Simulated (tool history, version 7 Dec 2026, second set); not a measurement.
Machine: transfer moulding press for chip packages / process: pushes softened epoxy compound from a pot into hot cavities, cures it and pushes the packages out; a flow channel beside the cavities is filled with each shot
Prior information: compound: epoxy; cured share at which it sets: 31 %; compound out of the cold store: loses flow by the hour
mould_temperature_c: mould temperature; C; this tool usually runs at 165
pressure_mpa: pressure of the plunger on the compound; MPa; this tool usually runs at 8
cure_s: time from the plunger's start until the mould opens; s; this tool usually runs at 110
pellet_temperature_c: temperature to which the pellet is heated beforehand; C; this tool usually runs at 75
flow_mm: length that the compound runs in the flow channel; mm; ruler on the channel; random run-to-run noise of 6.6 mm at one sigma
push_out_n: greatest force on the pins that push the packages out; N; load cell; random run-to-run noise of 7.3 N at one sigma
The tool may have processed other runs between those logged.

run,hour,mould_temperature_c,pressure_mpa,cure_s,pellet_temperature_c,incoming compound's hours out of the cold store,flow_mm,push_out_n
1,0,165,8,110,75,24.7,830,401
# hour 47.4: cavities cleaned with cleaning compound and waxed
2,62.2,165,8,110,75,34.7,807,466
# hour 95.9: plunger's sealing rings changed
3,108.8,165,8,110,75,10.7,986,470
4,138.2,165,8,126,75,8.1,990,461
# hour 152.6: cavities cleaned with cleaning compound and waxed
5,173.8,170,8,126,75,32.1,898,320
6,202.7,170,8,126,75,28.5,891,369
7,239.9,165,8,110,75,24.2,931,426
# hour 256.5: cavities cleaned with cleaning compound and waxed
8,288.6,165,8,97,75,31.7,891,392
# hour 330: mould's thermocouples calibrated
9,334.1,165,8,97,75,34.9,876,510
# hour 361.9: cavities cleaned with cleaning compound and waxed
10,366.7,165,8,97,75,21,916,367
11,418.1,165,8,108,75,29.4,887,412
# hour 434.7: cavities cleaned with cleaning compound and waxed, once more
12,456.6,158,8,110,75,32.7,900,509
13,508.8,158,8,110,75,45.1,865,604
# hour 541.4: cavities cleaned with cleaning compound and waxed
14,543,158,8,110,75,32.4,884,431
15,597.5,158,8,110,75,38.3,876,565
16,625.9,167,8,119,80,14.6,910,398
# hour 647: cavities cleaned with cleaning compound and waxed
17,692.9,167,8,119,80,14.8,900,375
18,746.1,165,8,131,80,20,873,413
# hour 750.6: cavities cleaned with cleaning compound and waxed
19,786,165,9.7,108,75,19.1,975,370
20,850.6,166,7.79,128,78,11.5,893,423
# hour 857: cavities cleaned with cleaning compound and waxed
21,898,166,7.79,128,78,20.8,856,355
22,955.5,166,7.79,128,78,21.4,837,409
# hour 962.4: cavities cleaned with cleaning compound and waxed
23,1001.4,169,8,119,75,20.7,838,343
# hour 1066.7: cavities cleaned with cleaning compound and waxed
24,1067.3,164,8,99,75,14.2,870,346
25,1095.1,165,8,118,79,20.6,841,345
# hour 1144.6: plunger's sealing rings changed
26,1157.4,159,8,148,75,12.9,999,431
# hour 1172.8: cavities cleaned with cleaning compound and waxed
27,1201.7,159,8,148,75,30.4,947,346
28,1247.1,169,8,122,75,25.5,907,394

Below are 3 alternative next runs, each starting from the tool's condition after run 28. Predict each:
# hour 1279.6: cavities cleaned with cleaning compound and waxed
A,1299.2,164,6.06,110,75,10.1,?,?
# hour 1279.6: cavities cleaned with cleaning compound and waxed
B,1299.2,159,6.39,110,75,20.4,?,?
# hour 1279.6: cavities cleaned with cleaning compound and waxed
C,1299.2,168,8,144,79,39.4,?,?

run,flow_mm,push_out_n
A,853,356
B,866,460
C,871,325
Without the tool's unlogged condition, the same runs would have read:
run,flow_mm,push_out_n
A,871,319
B,884,421
C,888,283
